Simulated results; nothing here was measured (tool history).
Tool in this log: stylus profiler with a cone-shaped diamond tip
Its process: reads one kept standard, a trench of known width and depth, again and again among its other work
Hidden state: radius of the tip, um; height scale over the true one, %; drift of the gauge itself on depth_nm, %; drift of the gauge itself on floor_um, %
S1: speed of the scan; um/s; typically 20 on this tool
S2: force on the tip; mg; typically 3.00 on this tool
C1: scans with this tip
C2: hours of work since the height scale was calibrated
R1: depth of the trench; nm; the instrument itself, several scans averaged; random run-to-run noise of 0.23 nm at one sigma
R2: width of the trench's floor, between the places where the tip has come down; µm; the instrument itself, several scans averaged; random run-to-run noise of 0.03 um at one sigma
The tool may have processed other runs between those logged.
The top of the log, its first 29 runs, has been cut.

run 30 day=25.704 | S1=34 S2=8.38 | C1=5209 C2=1255 | R1=1040.05 R2=15.09
run 31 day=26.421 | S1=34 S2=2.34 | C1=5259 C2=1267 | R1=1020.65 R2=14.94
run 32 day=27.642 | S1=20 S2=2.18 | C1=5344 C2=1287 | R1=1020.41 R2=15.08
run 33 day=28.750 | S1=60 S2=2.99 | C1=5420 C2=1306 | R1=1023.72 R2=14.81
run 34 day=29.662 | S1=27 S2=3.00 | C1=5484 C2=1321 | R1=1023.89 R2=14.98
run 35 day=30.917 | S1=25 S2=3.00 | C1=5571 C2=1342 | R1=1023.84 R2=15.01
run 36 day=31.600 | S1=68 S2=4.99 | C1=5618 C2=1353 | R1=1031.00 R2=14.87
run 37 day=32.896 | S1=51 S2=1.37 | C1=5708 C2=1375 | R1=1017.14 R2=14.70
run 38 day=33.900 | S1=18 S2=2.40 | C1=5778 C2=1392 | R1=1021.65 R2=15.05
run 39 day=34.671 | S1=18 S2=2.40 | C1=5831 C2=1405 | R1=1021.76 R2=15.04
run 40 day=35.404 | S1=44 S2=3.00 | C1=5882 C2=1417 | R1=1024.20 R2=14.88

Run 41 comes next. What will it give?
run 41 day=36.188 | S1=46 S2=2.15 | C1=5936 C2=1430 | R1=? R2=?

{"run 41": {"R1": 1020.73, "R2": 14.79}}
Without the tool's hidden state the same run would have given R1 1013.60 nm, R2 15.69 µm.
